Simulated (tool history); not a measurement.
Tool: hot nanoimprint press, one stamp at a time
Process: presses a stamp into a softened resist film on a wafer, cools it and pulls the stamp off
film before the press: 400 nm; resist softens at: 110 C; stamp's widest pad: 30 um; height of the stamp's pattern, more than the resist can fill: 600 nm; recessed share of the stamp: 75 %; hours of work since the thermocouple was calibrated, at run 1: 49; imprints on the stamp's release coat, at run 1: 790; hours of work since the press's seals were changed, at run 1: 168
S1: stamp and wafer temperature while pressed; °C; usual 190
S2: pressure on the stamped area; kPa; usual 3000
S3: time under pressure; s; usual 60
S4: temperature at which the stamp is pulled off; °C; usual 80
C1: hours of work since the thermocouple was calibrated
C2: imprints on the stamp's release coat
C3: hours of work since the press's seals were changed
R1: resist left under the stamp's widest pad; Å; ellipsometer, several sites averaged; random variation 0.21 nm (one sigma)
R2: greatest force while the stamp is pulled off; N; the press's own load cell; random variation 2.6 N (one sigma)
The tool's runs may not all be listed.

Run 1, hour 0: usual settings; C1 49; C2 790; C3 168. Result: R1 2224 Å, R2 223 N.
Run 2, hour 10: usual settings; C1 55; C2 837; C3 175. Result: R1 2224 Å, R2 228 N.
Run 3, hour 20.8: usual settings; C1 62; C2 889; C3 182. Result: R1 2223 Å, R2 225 N.
Run 4, hour 26.5: usual settings; C1 66; C2 916; C3 185. Result: R1 2226 Å, R2 221 N.
Run 5, hour 39.6: usual settings; C1 75; C2 979; C3 194. Result: R1 2223 Å, R2 224 N.
Run 6, hour 46.7: usual settings but S3 37 s; C1 79; C2 1013; C3 199. Result: R1 2593 Å, R2 227 N.
Run 7, hour 57: usual settings; C1 86; C2 1062; C3 205. Result: R1 2225 Å, R2 224 N.
Run 8, hour 64.6: usual settings but S2 2720 kPa; C1 91; C2 1098; C3 210. Result: R1 2307 Å, R2 224 N.
Run 9, hour 75.7: usual settings but S2 2720 kPa; C1 98; C2 1151; C3 218. Result: R1 2303 Å, R2 227 N.
Run 10, hour 84.5: usual settings but S2 2720 kPa; C1 104; C2 1194; C3 223. Result: R1 2304 Å, R2 225 N.
Run 11, hour 91.8: usual settings but S1 178 °C, S2 2720 kPa; C1 109; C2 1228; C3 228. Result: R1 3140 Å, R2 224 N.
Run 12, hour 99: usual settings; C1 114; C2 1263; C3 233. Result: R1 2227 Å, R2 226 N.
Run 13, hour 106.2: usual settings but S2 4280 kPa; C1 118; C2 1297; C3 238. Result: R1 1939 Å, R2 223 N.
Run 14, hour 119.2: usual settings; C1 127; C2 1359; C3 246. Result: R1 2226 Å, R2 229 N.
Run 15, hour 127.1: usual settings; C1 132; C2 1397; C3 251. Result: R1 2223 Å, R2 228 N.
Run 16, hour 133.9: usual settings but S1 187 °C, S2 3160 kPa, S3 61 s, S4 86 °C; C1 136; C2 1429; C3 256. Result: R1 2382 Å, R2 198 N.
Run 17, hour 142.8: usual settings but S1 187 °C, S2 3160 kPa, S3 61 s, S4 86 °C; C1 142; C2 1472; C3 261. Result: R1 2385 Å, R2 199 N.
Run 18, hour 152.7: usual settings but S2 4320 kPa, S3 51 s; C1 149; C2 1519; C3 268. Result: R1 2052 Å, R2 224 N.
Run 19, hour 165.1: usual settings but S2 4320 kPa, S3 51 s; C1 157; C2 1578; C3 276. Result: R1 2052 Å, R2 225 N.
Run 20, hour 173.3: usual settings but S2 4320 kPa, S3 51 s; C1 162; C2 1618; C3 281. Result: R1 2054 Å, R2 225 N.
Run 21, hour 185.3: usual settings but S3 110 s; C1 170; C2 1675; C3 289. Result: R1 1778 Å, R2 228 N.
Run 22, hour 196.2: usual settings but S3 110 s; C1 177; C2 1727; C3 296. Result: R1 1780 Å, R2 226 N.
At hour 203.8: stamp cleaned and given a new release coat.
Run 23, hour 211.8: usual settings but S3 110 s; C1 183; C2 38; C3 303. Result: R1 1783 Å, R2 225 N.
Run 24, hour 219.6: usual settings but S4 72 °C; C1 189; C2 75; C3 308. Result: R1 2226 Å, R2 265 N.
Run 25, hour 228: usual settings but S2 2190 kPa, S4 82 °C; C1 194; C2 115; C3 313. Result: R1 2479 Å, R2 213 N.
Run 26, hour 236.6: usual settings but S1 200 °C, S4 83 °C; C1 200; C2 156; C3 319. Result: R1 1614 Å, R2 206 N.
Run 27, hour 242.8: usual settings but S1 200 °C, S4 83 °C; C1 204; C2 186; C3 323. Result: R1 1614 Å, R2 212 N.
Run 28, hour 254.1: usual settings but S2 3710 kPa, S3 56 s, S4 75 °C; C1 211; C2 240; C3 330. Result: R1 2106 Å, R2 245 N.
Run 29, hour 260.5: usual settings but S2 2740 kPa, S3 73 s, S4 75 °C; C1 215; C2 271; C3 334. Result: R1 2149 Å, R2 250 N.
Run 30, hour 269.4: usual settings but S1 199 °C, S2 4140 kPa, S3 78 s, S4 75 °C; C1 221; C2 313; C3 340. Result: R1 1291 Å, R2 249 N.

Forecast each of these 3 alternatives for the next run:
Run A, hour 275.4: usual settings but S1 186 °C; C1 225; C2 342; C3 344. Result: R1 ?, R2 ?.
Run B, hour 275.4: usual settings but S1 186 °C, S2 4140 kPa, S3 40 s, S4 79 °C; C1 225; C2 342; C3 344. Result: R1 ?, R2 ?.
Run C, hour 275.4: usual settings but S1 199 °C, S2 2240 kPa, S3 70 s, S4 75 °C; C1 225; C2 342; C3 344. Result: R1 ?, R2 ?.

run    R1   R2
  A  2507  226
  B  2547  232
  C  1777  246
Without the tool's hidden state the same runs would have given:
run    R1   R2
  A  2509  226
  B  2548  231
  C  1778  246
